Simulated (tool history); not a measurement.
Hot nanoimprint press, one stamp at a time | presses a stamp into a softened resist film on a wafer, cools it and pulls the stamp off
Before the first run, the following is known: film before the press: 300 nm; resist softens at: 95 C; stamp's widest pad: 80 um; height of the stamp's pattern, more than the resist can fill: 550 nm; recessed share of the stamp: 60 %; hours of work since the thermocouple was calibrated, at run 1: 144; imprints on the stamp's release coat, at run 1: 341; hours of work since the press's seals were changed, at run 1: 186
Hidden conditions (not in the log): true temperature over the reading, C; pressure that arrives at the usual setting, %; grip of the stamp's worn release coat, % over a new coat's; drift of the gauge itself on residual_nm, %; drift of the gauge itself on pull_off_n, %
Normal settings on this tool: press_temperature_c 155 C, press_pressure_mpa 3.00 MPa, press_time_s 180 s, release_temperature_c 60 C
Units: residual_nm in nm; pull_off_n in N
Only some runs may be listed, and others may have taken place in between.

| run | hour | press_temperature_c | press_pressure_mpa | press_time_s | release_temperature_c | hours of work since the thermocouple was calibrated | imprints on the stamp's release coat | hours of work since the press's seals were changed | residual_nm | pull_off_n |
|---|---|---|---|---|---|---|---|---|---|---|
| 1 | 0.0 | 155 | 3.00 | 180 | 60 | 144 | 341 | 186 | 146.3 | 156 |
| 2 | 12.1 | 155 | 3.00 | 180 | 60 | 150 | 387 | 192 | 146.3 | 155 |
| 3 | 20.1 | 155 | 3.00 | 180 | 60 | 154 | 417 | 196 | 146.3 | 153 |
| 4 | 34.5 | 155 | 1.92 | 180 | 60 | 160 | 472 | 203 | 183.1 | 156 |
| 5 | 43.4 | 155 | 3.00 | 180 | 60 | 165 | 506 | 207 | 146.1 | 156 |
| 6 | 51.3 | 155 | 4.54 | 180 | 60 | 169 | 535 | 211 | 116.4 | 161 |
| 7 | 61.3 | 150 | 4.54 | 180 | 60 | 173 | 573 | 216 | 138.4 | 159 |
| 8 | 78.7 | 155 | 3.00 | 180 | 47 | 182 | 640 | 224 | 145.9 | 198 |
| 9 | 86.1 | 155 | 3.00 | 180 | 60 | 185 | 668 | 228 | 146.4 | 162 |
| 10 | 97.9 | 155 | 3.00 | 180 | 60 | 191 | 712 | 234 | 146.1 | 163 |
| 11 | 106.5 | 155 | 3.00 | 180 | 60 | 195 | 745 | 238 | 146.5 | 163 |
| 12 | 119.9 | 155 | 3.00 | 180 | 60 | 202 | 796 | 244 | 146.2 | 165 |
| 13 | 137.2 | 155 | 3.00 | 180 | 60 | 210 | 862 | 253 | 145.5 | 164 |
| 14 | 148.8 | 155 | 3.00 | 180 | 60 | 216 | 905 | 258 | 146.2 | 166 |
| 15 | 157.1 | 155 | 3.00 | 180 | 60 | 220 | 937 | 262 | 145.6 | 167 |
| 16 | 171.2 | 154 | 2.38 | 156 | 52 | 226 | 990 | 269 | 175.6 | 192 |
| 17 | 186.1 | 154 | 2.38 | 156 | 52 | 234 | 1047 | 276 | 176.4 | 192 |
|  | 199.2 | stamp cleaned and given a new release coat |
| 18 | 205.7 | 154 | 2.38 | 156 | 52 | 240 | 25 | 283 | 176.1 | 171 |
| 19 | 213.3 | 153 | 3.00 | 193 | 46 | 244 | 53 | 287 | 151.7 | 189 |
| 20 | 221.1 | 165 | 2.21 | 218 | 64 | 248 | 83 | 290 | 118.0 | 137 |
| 21 | 231.0 | 165 | 2.21 | 218 | 64 | 252 | 121 | 295 | 117.9 | 135 |
| 22 | 248.7 | 147 | 3.40 | 297 | 50 | 261 | 188 | 304 | 151.8 | 178 |
| 23 | 265.9 | 160 | 3.19 | 180 | 52 | 269 | 253 | 312 | 119.6 | 175 |
| 24 | 277.4 | 157 | 3.00 | 360 | 49 | 275 | 296 | 317 | 107.3 | 184 |
| 25 | 286.8 | 153 | 3.44 | 180 | 60 | 279 | 332 | 322 | 144.0 | 153 |
| 26 | 302.7 | 155 | 2.62 | 180 | 57 | 287 | 392 | 330 | 155.5 | 164 |
| 27 | 314.6 | 155 | 2.62 | 180 | 57 | 293 | 438 | 335 | 156.1 | 162 |
| 28 | 331.4 | 153 | 2.55 | 114 | 53 | 301 | 502 | 344 | 190.1 | 174 |
| 29 | 345.3 | 155 | 4.32 | 145 | 53 | 308 | 554 | 350 | 127.5 | 182 |
| 30 | 354.5 | 155 | 4.32 | 145 | 53 | 312 | 589 | 355 | 127.1 | 180 |

Below are 4 alternative next runs, each starting from the tool's condition after run 30. Predict each:
| A | 366.7 | 155 | 2.32 | 163 | 53 | 318 | 635 | 361 | ? | ? |
| B | 366.7 | 146 | 4.52 | 145 | 46 | 318 | 635 | 361 | ? | ? |
| C | 366.7 | 150 | 4.32 | 261 | 64 | 318 | 635 | 361 | ? | ? |
| D | 366.7 | 166 | 3.26 | 186 | 60 | 318 | 635 | 361 | ? | ? |

| run | residual_nm | pull_off_n |
|---|---|---|
| A | 169.4 | 182 |
| B | 169.0 | 199 |
| C | 124.8 | 143 |
| D | 96.0 | 155 |
With the hidden condition removed and each run's random variation left untouched, the same runs would have given:
| run | residual_nm | pull_off_n |
|---|---|---|
| A | 171.2 | 169 |
| B | 169.9 | 185 |
| C | 125.4 | 133 |
| D | 96.5 | 145 |

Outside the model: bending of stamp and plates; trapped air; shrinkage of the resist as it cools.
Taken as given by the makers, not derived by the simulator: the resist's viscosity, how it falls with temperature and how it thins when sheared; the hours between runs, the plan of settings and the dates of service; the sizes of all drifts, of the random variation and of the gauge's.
